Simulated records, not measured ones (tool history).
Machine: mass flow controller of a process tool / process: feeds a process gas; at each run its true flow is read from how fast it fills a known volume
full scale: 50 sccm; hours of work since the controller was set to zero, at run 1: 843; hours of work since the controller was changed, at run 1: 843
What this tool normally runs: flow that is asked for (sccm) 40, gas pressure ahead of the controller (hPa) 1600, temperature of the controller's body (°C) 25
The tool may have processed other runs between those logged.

run    hour  flow that is asked for (sccm)  gas pressure ahead of the controller (hPa)  temperature of the controller's body (°C)  hours of work since the controller was set to zero  hours of work since the controller was changed  true flow (%)
  1       0                             40                                        1600                                         25                                                 843                                             843          99.76
  2   161.7                             40                                        1600                                         25                                                 910                                             910          99.76
  3   259.9                             39                                        1600                                         25                                                 951                                             951          99.73
  4   348.4                             39                                        1600                                         25                                                 988                                             988          99.79
  5   522.5                             39                                        1600                                         25                                                1060                                            1060          99.74
  6   702.6                              6                                        1600                                         25                                                1135                                            1135          98.65
  7   839.3                              6                                        1600                                         25                                                1191                                            1191          98.73
  8   912.6                             40                                        1600                                         38                                                1222                                            1222         101.19
  9  1025.8                             40                                        1600                                         38                                                1269                                            1269          101.1
 10    1121                             13                                        1600                                         38                                                1309                                            1309         100.08
 11  1281.9                             13                                        1600                                         38                                                1375                                            1375         100.12
 12  1429.8                             13                                        1600                                         38                                                1437                                            1437         100.18
 13  1572.7                             13                                        1600                                         38                                                1496                                            1496         100.03
 14  1654.1                             13                                        1600                                         38                                                1530                                            1530         100.31
 15  1818.3                              5                                        1930                                         29                                                1598                                            1598          99.26
 16  1942.7                              5                                        1930                                         29                                                1650                                            1650          99.17
 17  2068.1                              5                                        1930                                         29                                                1702                                            1702           99.3
 18  2244.2                             12                                        2690                                         39                                                1775                                            1775          100.1
 19  2335.8                             32                                        1910                                         30                                                1813                                            1813         100.69
 20  2424.8                              5                                        1910                                         21                                                1850                                            1850           98.8
 21  2587.8                              8                                        2090                                         33                                                1918                                            1918          99.79
 22  2764.6                              8                                        2090                                         33                                                1991                                            1991          99.73
 23  2916.4                              8                                        2090                                         33                                                2055                                            2055          99.95

Some steps in true flow (%) between neighbouring runs. How much of each would the tool show without its hidden state too (settings, what came in, random variation), and how much is left for the hidden state, with any gauge scatter that isn't in both results?
The hidden state here: flow at rest that the sensor doesn't see, % of full scale; true flow over the shown one, %; drift of the gauge itself on true_pct, %.
Run 4 -> 5: no setting touched and nothing written in the log between the runs. true flow (%) -0.05: hidden state +0.07, all else -0.12.
Run 7 -> 8: flow that is asked for (sccm) 6 -> 40, temperature of the controller's body (°C) 25 -> 38. true flow (%) +2.46: hidden state +0.04, all else +2.42.
Run 17 -> 18: flow that is asked for (sccm) 5 -> 12, gas pressure ahead of the controller (hPa) 1930 -> 2690, temperature of the controller's body (°C) 29 -> 39. true flow (%) +0.8: hidden state +0.08, all else +0.72.
Run 19 -> 20: flow that is asked for (sccm) 32 -> 5, temperature of the controller's body (°C) 30 -> 21. true flow (%) -1.89: hidden state +0.01, all else -1.9.
